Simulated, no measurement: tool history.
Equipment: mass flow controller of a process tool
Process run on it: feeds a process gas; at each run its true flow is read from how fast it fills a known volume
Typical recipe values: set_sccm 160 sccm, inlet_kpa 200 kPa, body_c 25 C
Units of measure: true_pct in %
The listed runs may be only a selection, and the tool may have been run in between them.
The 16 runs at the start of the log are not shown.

| run | hour | set_sccm | inlet_kpa | body_c | hours of work since the controller was set to zero | hours of work since the controller was changed | true_pct |
|---|---|---|---|---|---|---|---|
| 17 | 3660.0 | 160 | 200 | 26 | 4082 | 4082 | 101.10 |
| 18 | 3818.4 | 160 | 200 | 33 | 4179 | 4179 | 101.71 |
| 19 | 3977.4 | 160 | 200 | 33 | 4278 | 4278 | 101.74 |
| 20 | 4157.6 | 160 | 226 | 33 | 4389 | 4389 | 101.61 |
| 21 | 4373.2 | 32 | 153 | 40 | 4522 | 4522 | 100.58 |
| 22 | 4642.4 | 32 | 153 | 40 | 4688 | 4688 | 100.68 |
| 23 | 4907.1 | 28 | 153 | 40 | 4852 | 4852 | 100.81 |
| 24 | 5128.5 | 28 | 153 | 40 | 4989 | 4989 | 100.83 |
| 25 | 5401.1 | 28 | 153 | 40 | 5157 | 5157 | 100.95 |
| 26 | 5664.5 | 82 | 153 | 40 | 5320 | 5320 | 101.95 |
| 27 | 6005.3 | 160 | 153 | 32 | 5530 | 5530 | 102.84 |
| 28 | 6321.4 | 37 | 231 | 21 | 5725 | 5725 | 100.05 |
|  | 6408.4 | gauge calibrated |
|  | 6492.7 | controller exchanged for a calibrated one |
| 29 | 6677.8 | 37 | 231 | 21 | 114 | 114 | 97.49 |
| 30 | 6883.3 | 95 | 200 | 35 | 241 | 241 | 99.31 |
| 31 | 7212.8 | 35 | 200 | 25 | 445 | 445 | 97.98 |
| 32 | 7503.1 | 45 | 242 | 40 | 624 | 624 | 98.97 |
| 33 | 7799.8 | 35 | 200 | 25 | 807 | 807 | 98.26 |
| 34 | 8076.4 | 160 | 152 | 28 | 978 | 978 | 100.65 |
| 35 | 8430.0 | 160 | 190 | 25 | 1196 | 1196 | 100.44 |
| 36 | 8800.7 | 160 | 145 | 30 | 1425 | 1425 | 101.08 |
| 37 | 8975.5 | 38 | 145 | 30 | 1533 | 1533 | 99.42 |

4 ways to go on from here, each from the tool as it stands after run 37. What would each give?
| A | 9273.9 | 160 | 200 | 31 | 1718 | 1718 | ? |
| B | 9273.9 | 128 | 200 | 40 | 1718 | 1718 | ? |
| C | 9273.9 | 120 | 230 | 37 | 1718 | 1718 | ? |
| D | 9273.9 | 160 | 145 | 25 | 1718 | 1718 | ? |

| run | true_pct |
|---|---|
| A | 100.94 |
| B | 101.05 |
| C | 100.66 |
| D | 100.99 |
Had the tool no hidden state, the same runs would have come out as:
| run | true_pct |
|---|---|
| A | 99.66 |
| B | 99.77 |
| C | 99.39 |
| D | 99.71 |
